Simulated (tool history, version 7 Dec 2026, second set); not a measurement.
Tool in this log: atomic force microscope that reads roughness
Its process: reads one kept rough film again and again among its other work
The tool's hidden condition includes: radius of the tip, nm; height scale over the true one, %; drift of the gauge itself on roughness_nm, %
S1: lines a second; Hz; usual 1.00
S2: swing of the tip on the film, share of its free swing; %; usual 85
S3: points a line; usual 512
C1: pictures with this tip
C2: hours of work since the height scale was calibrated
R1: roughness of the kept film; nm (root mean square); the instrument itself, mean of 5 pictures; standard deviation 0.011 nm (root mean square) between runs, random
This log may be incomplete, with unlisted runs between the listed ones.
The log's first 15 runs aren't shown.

run,hour,S1,S2,S3,C1,C2,R1
16,897.4,1.00,85,288,108,789,2.548
17,936.4,1.00,60,288,149,811,2.754
18,974.5,1.00,85,512,189,832,2.536
19,1056.3,1.00,85,512,275,878,2.535
20,1113.7,1.00,59,491,335,910,2.785
# hour 1165.6: new tip fitted
21,1171.3,0.70,69,491,6,942,2.744
22,1217.1,2.24,73,614,54,968,2.478
23,1250.6,2.24,73,614,89,987,2.489
24,1311.3,1.43,85,506,153,1021,2.430
25,1354.3,1.43,85,506,198,1045,2.448
26,1390.1,1.43,85,506,235,1065,2.446
27,1460.1,1.32,85,271,309,1105,2.438
28,1518.8,1.00,85,836,370,1138,2.558
# hour 1536.2: new tip fitted
29,1570.4,1.00,85,836,36,1166,2.537
30,1616.2,1.00,85,836,84,1192,2.544
31,1685.7,1.55,60,512,156,1231,2.741
32,1730.7,1.55,60,512,204,1256,2.716
33,1799.6,1.55,60,512,276,1295,2.723
34,1839.0,1.00,60,292,317,1317,2.735
# hour 1906.7: new tip fitted
35,1920.1,0.80,80,812,14,1362,2.670

Forecast each of these 3 alternatives for the next run:
A,1968.1,0.80,63,272,65,1389,?
B,1968.1,0.80,80,442,65,1389,?
C,1968.1,0.97,85,512,65,1389,?

run,R1
A,2.739
B,2.622
C,2.561
With no hidden state in the tool, these same runs would have given:
run,R1
A,2.739
B,2.622
C,2.560

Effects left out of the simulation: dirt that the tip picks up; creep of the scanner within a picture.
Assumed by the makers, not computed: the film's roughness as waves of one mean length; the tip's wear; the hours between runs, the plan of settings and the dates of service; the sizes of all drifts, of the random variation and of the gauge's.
